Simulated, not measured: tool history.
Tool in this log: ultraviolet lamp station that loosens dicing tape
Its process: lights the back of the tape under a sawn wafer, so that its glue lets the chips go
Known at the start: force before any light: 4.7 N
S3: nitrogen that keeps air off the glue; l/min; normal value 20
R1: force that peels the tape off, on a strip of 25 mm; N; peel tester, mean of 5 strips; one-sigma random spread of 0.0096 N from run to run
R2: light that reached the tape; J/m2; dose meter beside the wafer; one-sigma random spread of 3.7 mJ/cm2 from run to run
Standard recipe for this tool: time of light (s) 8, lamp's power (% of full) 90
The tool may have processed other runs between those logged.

Run 1, hour 0: usual settings. Result: R1 0.541 N, R2 5300 J/m2.
Run 2, hour 11.5: usual settings. Result: R1 0.528 N, R2 5260 J/m2.
Run 3, hour 27.7: usual settings but lamp's power (% of full) 81. Result: R1 0.636 N, R2 4680 J/m2.
Run 4, hour 43.2: usual settings. Result: R1 0.55 N, R2 5180 J/m2.
Run 5, hour 52.6: usual settings. Result: R1 0.562 N, R2 5160 J/m2.
Run 6, hour 73: usual settings. Result: R1 0.561 N, R2 5170 J/m2.
Run 7, hour 82.4: usual settings. Result: R1 0.543 N, R2 5090 J/m2.
Run 8, hour 93.4: usual settings but S3 11 l/min. Result: R1 0.726 N, R2 5060 J/m2.
Run 9, hour 105: usual settings but S3 11 l/min. Result: R1 0.74 N, R2 5100 J/m2.
Run 10, hour 113.9: usual settings but S3 11 l/min. Result: R1 0.723 N, R2 5070 J/m2.
Run 11, hour 132.3: usual settings but S3 7 l/min. Result: R1 0.881 N, R2 4990 J/m2.
Run 12, hour 145.3: usual settings but S3 39 l/min. Result: R1 0.455 N, R2 4930 J/m2.
Run 13, hour 155.8: usual settings but S3 39 l/min. Result: R1 0.46 N, R2 4930 J/m2.
Run 14, hour 174.2: usual settings but lamp's power (% of full) 66. Result: R1 0.925 N, R2 3650 J/m2.
Run 15, hour 191.3: usual settings but lamp's power (% of full) 66. Result: R1 0.965 N, R2 3550 J/m2.
Run 16, hour 205.9: usual settings but lamp's power (% of full) 74, S3 9 l/min. Result: R1 1.106 N, R2 4010 J/m2.
Run 17, hour 219: usual settings but time of light (s) 14, lamp's power (% of full) 77, S3 25 l/min. Result: R1 0.319 N, R2 7260 J/m2.
Run 18, hour 236.5: usual settings but time of light (s) 6, lamp's power (% of full) 61. Result: R1 1.536 N, R2 2450 J/m2.
At hour 238: window cleaned of glue's vapour.
Run 19, hour 257.3: usual settings but time of light (s) 6, lamp's power (% of full) 72, S3 6 l/min. Result: R1 1.765 N, R2 2810 J/m2.
Run 20, hour 273.5: usual settings but time of light (s) 11, lamp's power (% of full) 94, S3 8 l/min. Result: R1 0.541 N, R2 6640 J/m2.
Run 21, hour 291.2: usual settings but time of light (s) 11, lamp's power (% of full) 83, S3 8 l/min. Result: R1 0.659 N, R2 5810 J/m2.
Run 22, hour 306.4: usual settings but time of light (s) 11, lamp's power (% of full) 75, S3 31 l/min. Result: R1 0.455 N, R2 5250 J/m2.
Run 23, hour 325.8: usual settings but time of light (s) 6, lamp's power (% of full) 99, S3 10 l/min. Result: R1 1.107 N, R2 3730 J/m2.
Run 24, hour 344.4: usual settings but lamp's power (% of full) 93, S3 30 l/min. Result: R1 0.54 N, R2 4680 J/m2.
At hour 355: window cleaned of glue's vapour, once more.
Run 25, hour 355.4: usual settings but time of light (s) 11, lamp's power (% of full) 76, S3 30 l/min. Result: R1 0.399 N, R2 5880 J/m2.
Run 26, hour 371.9: usual settings but time of light (s) 13, lamp's power (% of full) 81, S3 7 l/min. Result: R1 0.498 N, R2 7280 J/m2.
Run 27, hour 391: usual settings but time of light (s) 5, lamp's power (% of full) 74, S3 7 l/min. Result: R1 1.933 N, R2 2510 J/m2.
Run 28, hour 400.9: usual settings but time of light (s) 5, lamp's power (% of full) 74, S3 7 l/min. Result: R1 1.907 N, R2 2500 J/m2.
Run 29, hour 420.3: usual settings but time of light (s) 7, lamp's power (% of full) 100. Result: R1 0.592 N, R2 4810 J/m2.

What if the next run were any one of these 5? Each begins from the tool's condition after run 29:
Run A, hour 438.6: usual settings but time of light (s) 7, lamp's power (% of full) 93. Result: R1 ?, R2 ?.
Run B, hour 438.6: usual settings but S3 6 l/min. Result: R1 ?, R2 ?.
Run C, hour 438.6: usual settings but time of light (s) 16, lamp's power (% of full) 80, S3 8 l/min. Result: R1 ?, R2 ?.
Run D, hour 438.6: usual settings but lamp's power (% of full) 83. Result: R1 ?, R2 ?.
Run E, hour 438.6: usual settings but lamp's power (% of full) 75. Result: R1 ?, R2 ?.

run     R1    R2
  A  0.682  4340
  B  0.987  4850
  C  0.369  8500
  D  0.679  4440
  E  0.786  4000
What these runs would have given with no unlogged condition in the tool:
run     R1     R2
  A  0.463   5590
  B  0.684   6230
  C  0.279  10930
  D  0.462   5700
  E  0.535   5140

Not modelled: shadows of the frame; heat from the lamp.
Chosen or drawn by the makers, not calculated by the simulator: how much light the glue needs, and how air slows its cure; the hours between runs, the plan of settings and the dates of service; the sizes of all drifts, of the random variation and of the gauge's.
